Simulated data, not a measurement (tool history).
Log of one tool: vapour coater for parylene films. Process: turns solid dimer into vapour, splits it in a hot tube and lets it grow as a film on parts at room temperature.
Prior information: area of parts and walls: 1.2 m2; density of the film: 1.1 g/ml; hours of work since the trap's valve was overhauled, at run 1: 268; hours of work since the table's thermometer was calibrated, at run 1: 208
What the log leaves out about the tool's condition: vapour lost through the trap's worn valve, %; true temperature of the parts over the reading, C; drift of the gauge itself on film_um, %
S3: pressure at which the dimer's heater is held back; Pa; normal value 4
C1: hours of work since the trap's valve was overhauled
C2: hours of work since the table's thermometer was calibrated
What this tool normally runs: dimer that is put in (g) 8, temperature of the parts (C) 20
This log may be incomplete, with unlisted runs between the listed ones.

run 1 hour=0 | dimer_that_is_put_in_(g)=8 temperature_of_the_parts_(C)=20 S3=4 | C1=268 C2=208 | thickness_of_the_film_(µm)=3.14
run 2 hour=56.5 | dimer_that_is_put_in_(g)=8 temperature_of_the_parts_(C)=20 S3=4 | C1=309 C2=248 | thickness_of_the_film_(µm)=3.11
run 3 hour=103.6 | dimer_that_is_put_in_(g)=8 temperature_of_the_parts_(C)=20 S3=4 | C1=342 C2=281 | thickness_of_the_film_(µm)=3.17
run 4 hour=148.7 | dimer_that_is_put_in_(g)=8 temperature_of_the_parts_(C)=20 S3=4 | C1=374 C2=313 | thickness_of_the_film_(µm)=3.13
-- hour=174.8 trap's valve overhauled
run 5 hour=186.8 | dimer_that_is_put_in_(g)=8 temperature_of_the_parts_(C)=20 S3=4 | C1=9 C2=338 | thickness_of_the_film_(µm)=3.2
run 6 hour=230.5 | dimer_that_is_put_in_(g)=8 temperature_of_the_parts_(C)=20 S3=4 | C1=40 C2=369 | thickness_of_the_film_(µm)=3.12
run 7 hour=280.6 | dimer_that_is_put_in_(g)=8 temperature_of_the_parts_(C)=20 S3=3.16 | C1=75 C2=404 | thickness_of_the_film_(µm)=3.25
run 8 hour=340.9 | dimer_that_is_put_in_(g)=8 temperature_of_the_parts_(C)=20 S3=3.16 | C1=118 C2=447 | thickness_of_the_film_(µm)=3.24
run 9 hour=403.9 | dimer_that_is_put_in_(g)=8 temperature_of_the_parts_(C)=20 S3=4 | C1=163 C2=492 | thickness_of_the_film_(µm)=3.17
run 10 hour=456.2 | dimer_that_is_put_in_(g)=8 temperature_of_the_parts_(C)=20 S3=4 | C1=200 C2=529 | thickness_of_the_film_(µm)=3.11
run 11 hour=517.9 | dimer_that_is_put_in_(g)=8 temperature_of_the_parts_(C)=18 S3=4.45 | C1=244 C2=573 | thickness_of_the_film_(µm)=3.26
run 12 hour=566.9 | dimer_that_is_put_in_(g)=7 temperature_of_the_parts_(C)=20 S3=2.6 | C1=279 C2=608 | thickness_of_the_film_(µm)=2.91
run 13 hour=636 | dimer_that_is_put_in_(g)=3 temperature_of_the_parts_(C)=25 S3=4.97 | C1=328 C2=657 | thickness_of_the_film_(µm)=1.01
run 14 hour=697.3 | dimer_that_is_put_in_(g)=4 temperature_of_the_parts_(C)=20 S3=9.36 | C1=372 C2=701 | thickness_of_the_film_(µm)=1.38
-- hour=725.6 trap's valve overhauled
run 15 hour=741.7 | dimer_that_is_put_in_(g)=5 temperature_of_the_parts_(C)=19 S3=3.06 | C1=11 C2=729 | thickness_of_the_film_(µm)=2.14
run 16 hour=794 | dimer_that_is_put_in_(g)=14 temperature_of_the_parts_(C)=14 S3=10.65 | C1=49 C2=767 | thickness_of_the_film_(µm)=5.58
run 17 hour=855.5 | dimer_that_is_put_in_(g)=3 temperature_of_the_parts_(C)=17 S3=2.05 | C1=92 C2=810 | thickness_of_the_film_(µm)=1.4
-- hour=905.6 table's thermometer calibrated
run 18 hour=919 | dimer_that_is_put_in_(g)=13 temperature_of_the_parts_(C)=23 S3=2.41 | C1=137 C2=9 | thickness_of_the_film_(µm)=5.11
run 19 hour=969.9 | dimer_that_is_put_in_(g)=13 temperature_of_the_parts_(C)=23 S3=2.41 | C1=173 C2=46 | thickness_of_the_film_(µm)=5.09

Predict each of these 3 candidate next runs independently; none follows another, all start after run 19:
run A hour=1018.8 | dimer_that_is_put_in_(g)=6 temperature_of_the_parts_(C)=16 S3=6.07 | C1=208 C2=80 | thickness_of_the_film_(µm)=?
run B hour=1018.8 | dimer_that_is_put_in_(g)=10 temperature_of_the_parts_(C)=18 S3=3.29 | C1=208 C2=80 | thickness_of_the_film_(µm)=?
run C hour=1018.8 | dimer_that_is_put_in_(g)=4 temperature_of_the_parts_(C)=24 S3=4.59 | C1=208 C2=80 | thickness_of_the_film_(µm)=?

run=A thickness_of_the_film_(µm)=2.43
run=B thickness_of_the_film_(µm)=4.29
run=C thickness_of_the_film_(µm)=1.37
The same runs, with their run-to-run variation unchanged, on a tool lacking any hidden condition would have given:
run=A thickness_of_the_film_(µm)=2.44
run=B thickness_of_the_film_(µm)=4.32
run=C thickness_of_the_film_(µm)=1.37

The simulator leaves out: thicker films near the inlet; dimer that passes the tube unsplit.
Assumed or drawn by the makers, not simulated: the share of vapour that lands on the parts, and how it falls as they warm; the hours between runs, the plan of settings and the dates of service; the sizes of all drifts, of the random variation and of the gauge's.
